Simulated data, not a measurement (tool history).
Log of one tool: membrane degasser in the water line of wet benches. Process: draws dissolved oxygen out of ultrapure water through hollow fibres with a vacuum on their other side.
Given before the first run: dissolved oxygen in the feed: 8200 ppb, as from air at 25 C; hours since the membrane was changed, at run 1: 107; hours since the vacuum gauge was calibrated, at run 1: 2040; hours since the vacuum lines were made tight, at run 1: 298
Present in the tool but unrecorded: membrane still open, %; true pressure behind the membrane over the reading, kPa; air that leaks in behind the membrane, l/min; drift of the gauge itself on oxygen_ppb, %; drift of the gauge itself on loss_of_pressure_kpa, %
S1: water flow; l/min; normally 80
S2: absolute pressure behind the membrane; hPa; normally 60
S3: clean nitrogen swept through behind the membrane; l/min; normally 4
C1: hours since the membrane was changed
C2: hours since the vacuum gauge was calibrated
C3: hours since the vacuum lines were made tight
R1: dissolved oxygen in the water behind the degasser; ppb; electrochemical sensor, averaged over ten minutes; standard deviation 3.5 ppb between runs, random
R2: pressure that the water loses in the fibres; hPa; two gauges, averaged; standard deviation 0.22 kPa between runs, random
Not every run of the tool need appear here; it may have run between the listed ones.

| run | hour | S1 | S2 | S3 | C1 | C2 | C3 | R1 | R2 |
|---|---|---|---|---|---|---|---|---|---|
| 1 | 0 | 80 | 60 | 4 | 107 | 2040 | 298 | 348.7 | 554.3 |
| 2 | 45.7 | 80 | 60 | 4 | 152 | 2086 | 343 | 351.3 | 557.7 |
| 3 | 71.6 | 80 | 60 | 4 | 178 | 2112 | 369 | 345.8 | 554.2 |
| 4 | 92.1 | 80 | 60 | 4 | 199 | 2132 | 390 | 353.6 | 551.4 |
| 5 | 118.5 | 91 | 60 | 4 | 225 | 2158 | 416 | 464.3 | 629.8 |
| 6 | 138.9 | 91 | 60 | 4 | 246 | 2179 | 437 | 461.9 | 628.3 |
| 7 | 172.9 | 91 | 60 | 4 | 280 | 2213 | 471 | 461.7 | 626.6 |
| 8 | 207.5 | 91 | 60 | 4 | 314 | 2248 | 505 | 466.1 | 625.8 |
| 9 | 230.9 | 80 | 60 | 4 | 338 | 2271 | 529 | 347.1 | 550.2 |
| 10 | 256.7 | 80 | 60 | 4 | 363 | 2297 | 554 | 349.8 | 550.5 |
| 11 | 300.3 | 80 | 60 | 4 | 407 | 2340 | 598 | 346.3 | 549.7 |
| 12 | 329.7 | 80 | 60 | 4 | 436 | 2370 | 627 | 345.3 | 550.1 |
| 13 | 352.9 | 80 | 60 | 4 | 460 | 2393 | 651 | 350.1 | 545.2 |
| 14 | 396.4 | 80 | 57.6 | 4 | 503 | 2436 | 694 | 345.5 | 548.9 |
| 15 | 435.7 | 80 | 57.6 | 4 | 542 | 2476 | 733 | 334 | 543.6 |
| 16 | 470.6 | 80 | 57.6 | 2.77 | 577 | 2511 | 768 | 383 | 546 |
| 17 | 503.3 | 80 | 60 | 9.25 | 610 | 2543 | 801 | 285.9 | 544.5 |
| 18 | 539.8 | 125 | 39.7 | 2.51 | 646 | 2580 | 838 | 770.2 | 850.6 |
| 19 | 581.7 | 125 | 39.7 | 2.51 | 688 | 2622 | 879 | 768.3 | 849.2 |
| 20 | 617.8 | 101 | 97.3 | 7.14 | 724 | 2658 | 916 | 633.7 | 686.6 |
| 21 | 638.1 | 55 | 72.4 | 7.14 | 745 | 2678 | 936 | 136 | 368.8 |
|  | 663.4 | gauge calibrated |
| 22 | 685 | 63 | 53.8 | 9.82 | 792 | 2725 | 983 | 136.5 | 434.5 |
| 23 | 724 | 54 | 55.2 | 9.48 | 831 | 2764 | 1022 | 90.7 | 377 |
| 24 | 755.9 | 54 | 70.7 | 1.89 | 863 | 2796 | 1054 | 286.9 | 373.6 |
| 25 | 800.4 | 80 | 68.5 | 7.23 | 907 | 2840 | 1098 | 322.3 | 556 |
| 26 | 842.6 | 80 | 68.5 | 3.22 | 949 | 2883 | 1140 | 415.9 | 552.8 |
| 27 | 890.9 | 80 | 68.5 | 3.22 | 998 | 2931 | 1189 | 410.6 | 547.5 |
| 28 | 912.1 | 83 | 94.1 | 9.74 | 1019 | 2952 | 1210 | 377.1 | 570.6 |
| 29 | 954.4 | 49 | 145.8 | 3.81 | 1061 | 2994 | 1252 | 359.6 | 336.6 |
| 30 | 991.9 | 49 | 145.8 | 3.81 | 1099 | 3032 | 1290 | 368.3 | 333.8 |

Expected results for the next run?
| 31 | 1039.4 | 63 | 49.2 | 4 | 1146 | 3079 | 1337 | ? | ? |

{"run 31": {"R1": 165.5, "R2": 433}}
With no hidden state in the tool, this same run would have given R1 165.3 ppb, R2 439.5 hPa.

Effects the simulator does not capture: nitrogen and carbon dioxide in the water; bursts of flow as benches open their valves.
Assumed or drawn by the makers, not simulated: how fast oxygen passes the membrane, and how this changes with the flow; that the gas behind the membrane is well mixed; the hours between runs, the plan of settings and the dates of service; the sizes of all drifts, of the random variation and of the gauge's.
